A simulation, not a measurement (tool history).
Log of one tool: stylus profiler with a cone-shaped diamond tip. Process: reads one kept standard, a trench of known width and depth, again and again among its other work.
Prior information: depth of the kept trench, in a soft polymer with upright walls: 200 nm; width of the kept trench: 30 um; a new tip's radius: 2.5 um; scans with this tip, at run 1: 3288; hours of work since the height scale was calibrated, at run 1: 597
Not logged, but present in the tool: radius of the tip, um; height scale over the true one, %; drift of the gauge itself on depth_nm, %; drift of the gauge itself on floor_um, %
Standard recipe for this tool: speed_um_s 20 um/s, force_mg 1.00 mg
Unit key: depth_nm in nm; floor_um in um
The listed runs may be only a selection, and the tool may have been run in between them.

| run | hour | speed_um_s | force_mg | scans with this tip | hours of work since the height scale was calibrated | depth_nm | floor_um |
|---|---|---|---|---|---|---|---|
| 1 | 0.0 | 20 | 1.00 | 3288 | 597 | 201.01 | 27.74 |
| 2 | 28.8 | 20 | 1.00 | 3355 | 609 | 201.01 | 27.76 |
| 3 | 53.6 | 52 | 1.00 | 3412 | 619 | 201.05 | 27.62 |
| 4 | 70.1 | 11 | 1.00 | 3451 | 626 | 201.05 | 27.85 |
| 5 | 100.6 | 11 | 1.00 | 3522 | 639 | 201.08 | 27.88 |
| 6 | 132.9 | 11 | 0.82 | 3597 | 653 | 200.99 | 27.86 |
| 7 | 166.1 | 11 | 0.82 | 3674 | 667 | 200.95 | 27.76 |
| 8 | 189.8 | 11 | 0.82 | 3729 | 677 | 200.97 | 27.76 |
| 9 | 220.9 | 11 | 1.00 | 3801 | 690 | 201.10 | 27.76 |
| 10 | 254.8 | 20 | 1.00 | 3880 | 704 | 201.10 | 27.75 |
| 11 | 274.9 | 20 | 1.00 | 3927 | 713 | 201.11 | 27.77 |
| 12 | 302.8 | 20 | 1.00 | 3992 | 724 | 201.14 | 27.74 |
| 13 | 335.8 | 20 | 1.00 | 4068 | 738 | 201.04 | 27.75 |
| 14 | 358.0 | 20 | 1.00 | 4120 | 748 | 201.16 | 27.74 |
| 15 | 380.5 | 20 | 1.44 | 4172 | 757 | 201.29 | 27.77 |
| 16 | 412.2 | 20 | 1.44 | 4246 | 771 | 201.28 | 27.75 |
| 17 | 434.3 | 20 | 1.44 | 4297 | 780 | 201.20 | 27.72 |
| 18 | 458.9 | 20 | 1.00 | 4354 | 790 | 201.02 | 27.76 |
| 19 | 491.7 | 20 | 1.00 | 4431 | 804 | 201.19 | 27.73 |
| 20 | 525.9 | 20 | 1.00 | 4510 | 819 | 201.16 | 27.68 |
| 21 | 553.9 | 20 | 1.84 | 4575 | 830 | 201.47 | 27.71 |
| 22 | 571.0 | 20 | 1.84 | 4615 | 838 | 201.52 | 27.77 |
| 23 | 592.6 | 20 | 1.84 | 4665 | 847 | 201.44 | 27.76 |
| 24 | 620.0 | 46 | 1.30 | 4729 | 858 | 201.28 | 27.64 |
| 25 | 637.2 | 13 | 2.97 | 4769 | 866 | 201.94 | 27.71 |
| 26 | 659.9 | 32 | 1.71 | 4822 | 875 | 201.47 | 27.72 |
| 27 | 694.2 | 32 | 1.71 | 4901 | 890 | 201.47 | 27.68 |
| 28 | 725.9 | 70 | 0.90 | 4975 | 903 | 201.16 | 27.45 |
| 29 | 747.1 | 22 | 2.95 | 5024 | 912 | 201.90 | 27.72 |
|  | 771.7 | height scale calibrated on a step standard |
| 30 | 772.9 | 20 | 0.39 | 5083 | 1 | 200.45 | 27.63 |
| 31 | 801.1 | 66 | 1.00 | 5149 | 12 | 200.72 | 27.53 |
| 32 | 819.6 | 66 | 1.00 | 5192 | 20 | 200.81 | 27.50 |
| 33 | 847.4 | 6 | 0.80 | 5256 | 32 | 200.76 | 27.71 |
| 34 | 876.3 | 48 | 2.33 | 5323 | 44 | 201.27 | 27.58 |
| 35 | 894.1 | 62 | 0.72 | 5365 | 52 | 200.69 | 27.39 |
| 36 | 914.3 | 6 | 1.10 | 5412 | 60 | 200.90 | 27.73 |
| 37 | 938.3 | 35 | 0.50 | 5467 | 70 | 200.60 | 27.55 |
| 38 | 973.5 | 35 | 0.50 | 5549 | 85 | 200.55 | 27.51 |
| 39 | 995.5 | 35 | 0.50 | 5600 | 94 | 200.54 | 27.57 |
| 40 | 1015.2 | 35 | 0.39 | 5646 | 103 | 200.57 | 27.48 |
| 41 | 1039.0 | 35 | 0.39 | 5702 | 113 | 200.53 | 27.49 |
| 42 | 1061.0 | 35 | 0.39 | 5753 | 122 | 200.48 | 27.54 |
| 43 | 1089.5 | 26 | 2.72 | 5819 | 134 | 201.50 | 27.62 |
| 44 | 1109.6 | 26 | 2.72 | 5866 | 143 | 201.49 | 27.66 |
| 45 | 1128.0 | 26 | 2.72 | 5909 | 150 | 201.44 | 27.68 |
| 46 | 1153.6 | 26 | 1.23 | 5968 | 161 | 200.95 | 27.67 |

Alternative continuations, all from the tool just after run 46; predict every row:
| A | 1174.3 | 40 | 0.70 | 6016 | 170 | ? | ? |
| B | 1174.3 | 19 | 0.61 | 6016 | 170 | ? | ? |
| C | 1174.3 | 40 | 1.00 | 6016 | 170 | ? | ? |
| D | 1174.3 | 31 | 0.84 | 6016 | 170 | ? | ? |
| E | 1174.3 | 25 | 1.00 | 6016 | 170 | ? | ? |

| run | depth_nm | floor_um |
|---|---|---|
| A | 200.72 | 27.55 |
| B | 200.68 | 27.65 |
| C | 200.83 | 27.55 |
| D | 200.69 | 27.60 |
| E | 200.81 | 27.57 |
With the hidden condition removed and each run's random variation left untouched, the same runs would have given:
| run | depth_nm | floor_um |
|---|---|---|
| A | 200.51 | 27.89 |
| B | 200.46 | 27.98 |
| C | 200.62 | 27.89 |
| D | 200.47 | 27.94 |
| E | 200.59 | 27.91 |
